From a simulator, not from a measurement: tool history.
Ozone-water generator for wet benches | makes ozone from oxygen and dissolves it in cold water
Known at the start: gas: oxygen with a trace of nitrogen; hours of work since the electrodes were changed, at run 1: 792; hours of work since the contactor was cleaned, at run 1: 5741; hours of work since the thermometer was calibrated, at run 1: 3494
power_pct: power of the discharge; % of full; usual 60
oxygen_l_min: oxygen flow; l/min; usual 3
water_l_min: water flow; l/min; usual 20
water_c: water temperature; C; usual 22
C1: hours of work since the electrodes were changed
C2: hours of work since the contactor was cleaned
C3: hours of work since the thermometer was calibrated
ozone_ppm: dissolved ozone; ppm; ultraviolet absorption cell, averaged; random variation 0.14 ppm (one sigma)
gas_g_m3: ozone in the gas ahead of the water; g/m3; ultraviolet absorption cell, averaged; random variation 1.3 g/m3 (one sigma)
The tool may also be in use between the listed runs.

Run 1, hour 0: usual settings; C1 792; C2 5741; C3 3494. Result: ozone_ppm 16.3 ppm, gas_g_m3 229.6 g/m3.
Run 2, hour 24.1: usual settings; C1 813; C2 5762; C3 3515. Result: ozone_ppm 16.5 ppm, gas_g_m3 232.3 g/m3.
Run 3, hour 54.6: usual settings; C1 839; C2 5788; C3 3541. Result: ozone_ppm 16.3 ppm, gas_g_m3 230.4 g/m3.
Run 4, hour 75.3: usual settings but oxygen_l_min 1.55 l/min; C1 857; C2 5806; C3 3559. Result: ozone_ppm 15.7 ppm, gas_g_m3 354.6 g/m3.
Run 5, hour 104.5: usual settings but oxygen_l_min 1.55 l/min; C1 882; C2 5831; C3 3584. Result: ozone_ppm 15.6 ppm, gas_g_m3 353.2 g/m3.
Run 6, hour 129.2: usual settings but oxygen_l_min 1.55 l/min; C1 903; C2 5852; C3 3605. Result: ozone_ppm 15.7 ppm, gas_g_m3 354.7 g/m3.
Run 7, hour 152.9: usual settings but oxygen_l_min 1.55 l/min; C1 923; C2 5873; C3 3626. Result: ozone_ppm 15.7 ppm, gas_g_m3 353.4 g/m3.
Run 8, hour 175.6: usual settings; C1 943; C2 5892; C3 3645. Result: ozone_ppm 16.4 ppm, gas_g_m3 230.5 g/m3.
Run 9, hour 202.8: usual settings; C1 966; C2 5916; C3 3668. Result: ozone_ppm 16.4 ppm, gas_g_m3 228 g/m3.
Run 10, hour 218.8: usual settings; C1 980; C2 5929; C3 3682. Result: ozone_ppm 16.5 ppm, gas_g_m3 230.9 g/m3.
Run 11, hour 242: usual settings; C1 1000; C2 5949; C3 3702. Result: ozone_ppm 16.3 ppm, gas_g_m3 230.4 g/m3.
Run 12, hour 273.1: usual settings; C1 1027; C2 5976; C3 3729. Result: ozone_ppm 16.2 ppm, gas_g_m3 230.7 g/m3.
At hour 276.2: water thermometer calibrated.
Run 13, hour 304.6: usual settings; C1 1054; C2 6003; C3 25. Result: ozone_ppm 16.3 ppm, gas_g_m3 229.1 g/m3.
Run 14, hour 328.8: usual settings but oxygen_l_min 3.3 l/min, water_l_min 14 l/min; C1 1074; C2 6024; C3 45. Result: ozone_ppm 22.5 ppm, gas_g_m3 215.5 g/m3.

Forecast run 15:
Run 15, hour 357.5: usual settings but oxygen_l_min 2.37 l/min, water_l_min 19 l/min, water_c 23 C; C1 1099; C2 6048; C3 70. Result: ozone_ppm ?, gas_g_m3 ?.

ozone_ppm: 16.9 ppm
gas_g_m3: 266.5 g/m3
Without the tool's hidden state the same run would have given ozone_ppm 17.8 ppm, gas_g_m3 271.8 g/m3.
